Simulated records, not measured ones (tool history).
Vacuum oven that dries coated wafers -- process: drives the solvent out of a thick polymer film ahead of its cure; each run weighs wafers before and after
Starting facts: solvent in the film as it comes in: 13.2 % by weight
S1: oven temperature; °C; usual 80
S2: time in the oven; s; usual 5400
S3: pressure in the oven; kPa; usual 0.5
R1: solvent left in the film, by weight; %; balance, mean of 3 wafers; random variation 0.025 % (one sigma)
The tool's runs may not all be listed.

run,day,S1,S2,S3,R1
1,0,80,5400,0.5,0.9
2,0.617,80,5400,0.5,0.91
3,1.388,80,5400,0.5,0.96
4,2.358,80,5400,0.5,0.97
5,3.338,80,5400,0.5,0.92
6,4.183,80,5400,0.5,0.96
7,4.746,80,6660,0.5,0.63
8,5.867,79,5400,0.5,1.02
9,6.562,80,5400,0.5,0.94
10,7.15,80,5400,0.5,0.94
# day 7.742: oven's thermocouples calibrated
11,8.075,78,5400,0.5,1.41
12,8.712,80,5400,0.5,1.22
13,9.504,80,5400,0.5,1.2
14,10.467,80,5400,0.5,1.19
15,11.2,80,5400,0.5,1.25
16,12.225,80,5400,0.5,1.22
17,12.717,80,5400,0.5,1.2
18,13.429,80,5400,0.5,1.25
19,14.308,80,5400,0.5,1.23
20,14.979,87,3060,0.286,1.78
21,15.688,91,3060,1.44,1.68
22,16.779,86,8640,0.5,0.35
23,17.488,68,5340,1.958,3.91
24,18.317,80,3720,0.5,2.22
25,18.971,80,4380,0.362,1.68
26,19.783,83,9060,1.493,0.81
27,20.554,83,9060,1.493,0.81
28,21.496,88,6480,1.811,0.84
29,22.55,80,8580,0.594,0.62
30,23.538,80,8580,0.594,0.6
31,24.579,80,8580,0.594,0.62
32,25.667,80,8580,0.594,0.61
33,26.508,80,8580,0.594,0.61
34,27.408,80,8580,0.594,0.59
35,28.033,84,6420,0.346,0.51
36,29.067,77,3060,0.357,3.27
37,30.129,80,4860,0.451,1.41
38,31.292,80,4860,0.451,1.44

Same runs, no hidden state in the tool, same run-to-run variation:
The tool's hidden condition here consists of: true wafer temperature over the reading, C; true pressure over the reading, kPa; drift of the gauge itself on solvent_pct, %.
run,R1
1,1.1
2,1.11
3,1.16
4,1.17
5,1.11
6,1.16
7,0.75
8,1.23
9,1.14
10,1.14
11,1.32
12,1.14
13,1.12
14,1.11
15,1.17
16,1.14
17,1.12
18,1.17
19,1.15
20,1.74
21,1.64
22,0.26
23,3.81
24,2.16
25,1.62
26,0.72
27,0.71
28,0.77
29,0.51
30,0.49
31,0.51
32,0.49
33,0.5
34,0.48
35,0.42
36,3.25
37,1.35
38,1.38

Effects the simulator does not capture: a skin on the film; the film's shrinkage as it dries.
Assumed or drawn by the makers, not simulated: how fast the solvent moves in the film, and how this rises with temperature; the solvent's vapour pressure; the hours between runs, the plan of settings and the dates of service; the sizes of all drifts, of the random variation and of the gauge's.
